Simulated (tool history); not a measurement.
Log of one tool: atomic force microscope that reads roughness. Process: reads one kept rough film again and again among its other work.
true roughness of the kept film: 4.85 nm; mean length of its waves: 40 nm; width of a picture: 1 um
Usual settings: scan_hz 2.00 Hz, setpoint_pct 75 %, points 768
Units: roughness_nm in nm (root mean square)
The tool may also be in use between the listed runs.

run   hour  scan_hz  setpoint_pct  points  roughness_nm
  1    0.0     2.00            75     768         4.089
  2   19.7     2.00            75     768         3.806
  3   35.1     2.00            75     887         3.612
  4   53.9     2.00            75     887         3.424
  5   81.1     2.00            75     887         3.160
  6   93.6     2.00            75     887         3.014
     102.6  -- new tip fitted
  7  113.0     1.53            75     719         3.946
     116.0  -- height scale calibrated on a step standard
  8  139.0     2.00            75     462         3.646
  9  159.4     2.00            81     462         3.365
 10  185.6     2.00            81     462         3.113
     204.5  -- new tip fitted
 11  216.5     1.59            76     563         3.993

Forecast each of these 4 alternatives for the next run:
  A  232.9     0.54            75     663             ?
  B  232.9     2.00            75     623             ?
  C  232.9     1.59            75     644             ?
  D  232.9     3.17            65     563             ?

run  roughness_nm
  A         3.917
  B         3.750
  C         3.772
  D         3.787
Without the tool's hidden state the same runs would have given:
run  roughness_nm
  A         4.273
  B         4.091
  C         4.115
  D         4.131
